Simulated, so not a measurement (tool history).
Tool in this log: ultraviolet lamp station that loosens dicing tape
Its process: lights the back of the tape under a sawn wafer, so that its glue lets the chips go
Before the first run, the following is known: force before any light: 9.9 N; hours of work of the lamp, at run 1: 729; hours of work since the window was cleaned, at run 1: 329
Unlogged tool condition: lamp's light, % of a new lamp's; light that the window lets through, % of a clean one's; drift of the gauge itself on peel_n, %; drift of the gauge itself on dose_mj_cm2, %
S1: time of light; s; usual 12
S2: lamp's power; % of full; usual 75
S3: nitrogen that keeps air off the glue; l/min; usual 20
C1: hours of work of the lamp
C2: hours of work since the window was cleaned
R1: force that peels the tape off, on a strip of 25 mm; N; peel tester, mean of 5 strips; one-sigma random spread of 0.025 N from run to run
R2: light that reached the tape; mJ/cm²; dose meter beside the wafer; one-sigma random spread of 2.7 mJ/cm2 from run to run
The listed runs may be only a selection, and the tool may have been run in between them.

run    hour  S1  S2  S3    C1   C2     R1   R2
  1       0  12  75  20   729  329  1.961  271
  2    78.1  12  75  20   791  390  2.164  260
      140.6  -- window cleaned of glue's vapour
  3   152.6  12  81  20   849    9  1.555  325
  4   234.6  12  81  20   914   74    1.6  309
  5   295.8  12  75  16   962  122  2.058  279
  6   355.3  12  75  16  1009  169  2.203  271
  7   429.5  12  75  16  1068  228  2.407  264
  8   531.9  12  75  20  1148  308  2.214  250
  9   588.9  12  75  20  1193  353  2.288  240
 10   649.2  12  75   9  1241  401  3.601  232
      689.8  -- window cleaned of glue's vapour
 11   710.2   8  75  14  1289   16  3.895  180
 12   772.2  17  73  13  1337   65  1.737  360
        822  -- lamp changed
 13   869.7   7  70  16    38  141  3.508  185
 14   956.6  20  75  13   106  210  0.763  535
 15  1038.6  23  75  11   171  274  0.707  594
 16  1112.1  24  75   7   229  332  1.004  607
 17  1196.9  15  75  20   296  399   1.21  360
     1244.6  -- window cleaned of glue's vapour
 18  1285.2  19  74  14   365   32  0.791  507
 19  1346.4  22  91  25   413   80  0.293  704

Same runs, no hidden state in the tool, same run-to-run variation:
run     R1   R2
  1  1.195  364
  2  1.242  363
  3  1.089  394
  4  1.053  389
  5  1.356  362
  6  1.393  361
  7  1.451  364
  8  1.193  363
  9  1.184  360
 10  2.095  360
 11  2.823  244
 12  0.941  502
 13  3.258  199
 14  0.604  599
 15  0.513  692
 16  0.687  729
 17  0.772  453
 18  0.638  561
 19   0.25  802

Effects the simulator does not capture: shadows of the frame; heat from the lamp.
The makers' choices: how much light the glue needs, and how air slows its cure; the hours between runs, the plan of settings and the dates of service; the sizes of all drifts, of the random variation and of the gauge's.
